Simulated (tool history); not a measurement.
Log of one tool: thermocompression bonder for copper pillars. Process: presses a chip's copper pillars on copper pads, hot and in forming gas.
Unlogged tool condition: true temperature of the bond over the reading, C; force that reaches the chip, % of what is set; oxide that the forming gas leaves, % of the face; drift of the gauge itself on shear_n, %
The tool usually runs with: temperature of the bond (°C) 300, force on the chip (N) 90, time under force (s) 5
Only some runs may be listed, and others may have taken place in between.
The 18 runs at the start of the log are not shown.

run	hour	temperature of the bond (°C)	force on the chip (N)	time under force (s)	hours of work since the heater was calibrated	hours of work since the force cell was calibrated	hours of work since the gas filter was changed	force that shears a chip off (N)
19	289.8	300	64	6	195	505	63	61.2
20	303.8	300	64	6	202	513	70	61.1
21	328.1	300	64	6	215	526	83	61.1
22	344.6	276	86	5	224	534	92	47.0
23	360.4	276	86	9	232	543	100	59.0
24	371.8	290	69	9	238	549	106	64.4
25	387.8	323	87	12	247	557	114	102.4
26	411.9	300	117	7	259	570	127	81.6
27	437.6	300	117	7	273	583	141	80.8
28	456.1	324	117	7	283	593	150	99.0
29	469.0	283	117	8	289	600	157	70.0
# hour 471.5: forming gas filter changed
30	485.4	283	116	9	298	608	7	74.6
31	509.4	311	109	7	310	621	20	90.1
32	520.8	311	58	6	316	627	26	67.8
33	540.8	285	60	9	327	638	37	58.0
34	552.7	285	66	5	333	644	43	48.5
35	570.8	285	66	5	343	653	52	48.4
36	593.0	297	61	7	355	665	64	61.9
37	610.7	277	134	3	364	674	73	49.5
38	631.7	277	134	3	375	686	84	49.5
39	653.7	306	90	12	387	697	96	91.7
40	675.8	295	90	6	398	709	108	67.5
41	689.7	278	67	4	406	716	115	39.8

Consider 3 possible next runs. They are alternatives, not a sequence: every one starts from the tool as it was left by run 41. What does each give?
A	702.1	278	67	8	412	723	122	?
B	702.1	308	102	5	412	723	122	?
C	702.1	288	62	4	412	723	122	?

run	force that shears a chip off (N)
A	52.5
B	76.9
C	44.5
The same runs, with their run-to-run variation unchanged, on a tool lacking any hidden condition would have given:
run	force that shears a chip off (N)
A	51.0
B	75.7
C	43.2

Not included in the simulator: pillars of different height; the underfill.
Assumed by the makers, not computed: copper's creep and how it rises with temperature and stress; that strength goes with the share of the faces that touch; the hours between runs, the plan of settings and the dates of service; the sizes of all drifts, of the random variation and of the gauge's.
